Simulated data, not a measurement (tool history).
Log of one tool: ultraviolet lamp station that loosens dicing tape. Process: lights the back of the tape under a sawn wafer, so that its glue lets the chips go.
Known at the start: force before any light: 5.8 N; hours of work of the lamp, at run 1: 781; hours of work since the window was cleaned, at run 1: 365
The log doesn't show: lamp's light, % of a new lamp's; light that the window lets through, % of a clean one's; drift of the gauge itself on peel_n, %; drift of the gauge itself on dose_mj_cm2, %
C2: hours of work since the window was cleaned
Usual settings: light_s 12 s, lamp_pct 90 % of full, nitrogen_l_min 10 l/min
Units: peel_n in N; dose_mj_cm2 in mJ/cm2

Run 1, hour 0.0: usual settings; hours of work of the lamp 781; C2 365. Result: peel_n 0.305 N, dose_mj_cm2 389 mJ/cm2.
Run 2, hour 38.4: usual settings but lamp_pct 94 % of full; hours of work of the lamp 806; C2 390. Result: peel_n 0.283 N, dose_mj_cm2 402 mJ/cm2.
Run 3, hour 81.4: usual settings but lamp_pct 94 % of full; hours of work of the lamp 834; C2 417. Result: peel_n 0.310 N, dose_mj_cm2 400 mJ/cm2.
Run 4, hour 128.3: usual settings but light_s 20 s; hours of work of the lamp 864; C2 448. Result: peel_n 0.091 N, dose_mj_cm2 628 mJ/cm2.
Run 5, hour 195.8: usual settings; hours of work of the lamp 908; C2 491. Result: peel_n 0.364 N, dose_mj_cm2 366 mJ/cm2.
Run 6, hour 252.3: usual settings; hours of work of the lamp 944; C2 528. Result: peel_n 0.381 N, dose_mj_cm2 353 mJ/cm2.
At hour 292.9: lamp changed.
At hour 314.5: window cleaned of glue's vapour.
Run 7, hour 326.7: usual settings but lamp_pct 66 % of full; hours of work of the lamp 22; C2 8. Result: peel_n 0.445 N, dose_mj_cm2 335 mJ/cm2.
Run 8, hour 364.8: usual settings but lamp_pct 99 % of full; hours of work of the lamp 46; C2 33. Result: peel_n 0.155 N, dose_mj_cm2 491 mJ/cm2.
Run 9, hour 406.5: usual settings but lamp_pct 95 % of full, nitrogen_l_min 15 l/min; hours of work of the lamp 73; C2 59. Result: peel_n 0.138 N, dose_mj_cm2 468 mJ/cm2.
Run 10, hour 449.5: usual settings but light_s 10 s, lamp_pct 95 % of full, nitrogen_l_min 15 l/min; hours of work of the lamp 101; C2 87. Result: peel_n 0.237 N, dose_mj_cm2 386 mJ/cm2.
At hour 500.8: window cleaned of glue's vapour, once more.
Run 11, hour 533.6: usual settings but light_s 20 s, lamp_pct 92 % of full, nitrogen_l_min 19 l/min; hours of work of the lamp 155; C2 21. Result: peel_n 0.063 N, dose_mj_cm2 874 mJ/cm2.

Forecast each of these 5 alternatives for the next run:
Run A, hour 599.5: usual settings but light_s 8 s, nitrogen_l_min 9 l/min; hours of work of the lamp 198; C2 64. Result: peel_n ?, dose_mj_cm2 ?.
Run B, hour 599.5: usual settings but light_s 20 s, lamp_pct 69 % of full, nitrogen_l_min 19 l/min; hours of work of the lamp 198; C2 64. Result: peel_n ?, dose_mj_cm2 ?.
Run C, hour 599.5: usual settings but light_s 20 s, lamp_pct 76 % of full, nitrogen_l_min 13 l/min; hours of work of the lamp 198; C2 64. Result: peel_n ?, dose_mj_cm2 ?.
Run D, hour 599.5: usual settings but light_s 6 s, lamp_pct 92 % of full, nitrogen_l_min 3 l/min; hours of work of the lamp 198; C2 64. Result: peel_n ?, dose_mj_cm2 ?.
Run E, hour 599.5: usual settings but light_s 19 s, lamp_pct 95 % of full, nitrogen_l_min 17 l/min; hours of work of the lamp 198; C2 64. Result: peel_n ?, dose_mj_cm2 ?.

run  peel_n  dose_mj_cm2
  A   0.504          336
  B   0.066          642
  C   0.068          701
  D   1.618          259
  E   0.063          841
Without the tool's hidden state the same runs would have given:
run  peel_n  dose_mj_cm2
  A   0.413          366
  B   0.062          700
  C   0.063          764
  D   1.443          282
  E   0.062          917
